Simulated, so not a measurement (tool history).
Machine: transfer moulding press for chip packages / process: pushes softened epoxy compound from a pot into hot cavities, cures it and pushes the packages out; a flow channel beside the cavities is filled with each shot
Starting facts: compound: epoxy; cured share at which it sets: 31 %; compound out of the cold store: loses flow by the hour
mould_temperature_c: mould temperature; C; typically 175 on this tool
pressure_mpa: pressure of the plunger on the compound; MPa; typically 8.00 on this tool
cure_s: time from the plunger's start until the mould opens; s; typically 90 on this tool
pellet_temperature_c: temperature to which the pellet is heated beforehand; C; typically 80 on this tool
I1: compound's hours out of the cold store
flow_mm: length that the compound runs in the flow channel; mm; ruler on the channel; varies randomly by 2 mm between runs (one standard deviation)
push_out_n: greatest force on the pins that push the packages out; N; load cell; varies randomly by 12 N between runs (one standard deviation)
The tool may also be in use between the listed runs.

Run 1, hour 0.0: usual settings; I1 21.4. Result: flow_mm 524 mm, push_out_n 625 N.
Run 2, hour 16.0: usual settings; I1 17.4. Result: flow_mm 529 mm, push_out_n 755 N.
Run 3, hour 26.5: usual settings; I1 25.5. Result: flow_mm 518 mm, push_out_n 765 N.
At hour 34.4: cavities cleaned with cleaning compound and waxed.
At hour 42.9: mould's thermocouples calibrated.
Run 4, hour 52.3: usual settings; I1 38.1. Result: flow_mm 498 mm, push_out_n 662 N.
Run 5, hour 62.2: usual settings but mould_temperature_c 180 C; I1 13.7. Result: flow_mm 525 mm, push_out_n 622 N.
Run 6, hour 74.2: usual settings but mould_temperature_c 180 C; I1 19.7. Result: flow_mm 512 mm, push_out_n 653 N.
At hour 83.3: cavities cleaned with cleaning compound and waxed.
Run 7, hour 85.6: usual settings but mould_temperature_c 180 C; I1 45.2. Result: flow_mm 477 mm, push_out_n 481 N.
Run 8, hour 96.0: usual settings but mould_temperature_c 180 C; I1 41.9. Result: flow_mm 479 mm, push_out_n 537 N.
Run 9, hour 110.4: usual settings but mould_temperature_c 180 C; I1 41.1. Result: flow_mm 481 mm, push_out_n 606 N.
At hour 130.3: cavities cleaned with cleaning compound and waxed.
Run 10, hour 130.3: usual settings but mould_temperature_c 180 C; I1 40.2. Result: flow_mm 478 mm, push_out_n 448 N.
Run 11, hour 147.7: usual settings but mould_temperature_c 180 C; I1 27.2. Result: flow_mm 492 mm, push_out_n 568 N.
Run 12, hour 163.8: usual settings but mould_temperature_c 177 C, cure_s 93 s, pellet_temperature_c 89 C; I1 32.3. Result: flow_mm 489 mm, push_out_n 641 N.
At hour 178.0: cavities cleaned with cleaning compound and waxed.
Run 13, hour 180.2: usual settings but mould_temperature_c 174 C, cure_s 107 s; I1 26.4. Result: flow_mm 495 mm, push_out_n 498 N.
Run 14, hour 195.9: usual settings but mould_temperature_c 174 C, cure_s 107 s; I1 33.5. Result: flow_mm 484 mm, push_out_n 549 N.
Run 15, hour 214.9: usual settings but pressure_mpa 9.72 MPa, cure_s 89 s; I1 31.8. Result: flow_mm 532 mm, push_out_n 803 N.
At hour 224.8: cavities cleaned with cleaning compound and waxed.
Run 16, hour 235.4: usual settings but mould_temperature_c 171 C, pressure_mpa 6.38 MPa, pellet_temperature_c 84 C; I1 44.0. Result: flow_mm 420 mm, push_out_n 804 N.
Run 17, hour 249.7: usual settings but mould_temperature_c 171 C, pressure_mpa 6.38 MPa, pellet_temperature_c 84 C; I1 30.9. Result: flow_mm 436 mm, push_out_n 878 N.
Run 18, hour 267.2: usual settings but mould_temperature_c 171 C, pressure_mpa 6.38 MPa, pellet_temperature_c 84 C; I1 27.9. Result: flow_mm 433 mm, push_out_n 1009 N.
At hour 271.1: cavities cleaned with cleaning compound and waxed.
Run 19, hour 284.6: usual settings but mould_temperature_c 171 C, pressure_mpa 6.38 MPa, pellet_temperature_c 84 C; I1 41.5. Result: flow_mm 416 mm, push_out_n 770 N.
Run 20, hour 303.0: usual settings but pressure_mpa 6.76 MPa, cure_s 83 s; I1 41.9. Result: flow_mm 422 mm, push_out_n 838 N.

5 ways to go on from here, each from the tool as it stands after run 20. What would each give?
At hour 319.1: plunger's sealing rings changed.
At hour 320.6: cavities cleaned with cleaning compound and waxed.
Run A, hour 330.2: usual settings but pressure_mpa 7.42 MPa, cure_s 88 s, pellet_temperature_c 75 C; I1 10.8. Result: flow_mm ?, push_out_n ?.
At hour 319.1: plunger's sealing rings changed.
At hour 320.6: cavities cleaned with cleaning compound and waxed.
Run B, hour 330.2: usual settings but mould_temperature_c 179 C, pressure_mpa 6.76 MPa, cure_s 83 s; I1 30.9. Result: flow_mm ?, push_out_n ?.
At hour 319.1: plunger's sealing rings changed.
At hour 320.6: cavities cleaned with cleaning compound and waxed.
Run C, hour 330.2: usual settings but pressure_mpa 7.50 MPa, cure_s 83 s; I1 22.8. Result: flow_mm ?, push_out_n ?.
At hour 319.1: plunger's sealing rings changed.
At hour 320.6: cavities cleaned with cleaning compound and waxed.
Run D, hour 330.2: usual settings but pressure_mpa 6.90 MPa, pellet_temperature_c 77 C; I1 33.0. Result: flow_mm ?, push_out_n ?.
At hour 319.1: plunger's sealing rings changed.
At hour 320.6: cavities cleaned with cleaning compound and waxed.
Run E, hour 330.2: usual settings but pressure_mpa 8.52 MPa, cure_s 89 s; I1 45.2. Result: flow_mm ?, push_out_n ?.

run  flow_mm  push_out_n
  A      521         698
  B      468         641
  C      504         754
  D      473         621
  E      506         622
Without the tool's unlogged condition, the same runs would have read:
run  flow_mm  push_out_n
  A      524         612
  B      471         559
  C      506         663
  D      476         543
  E      509         545
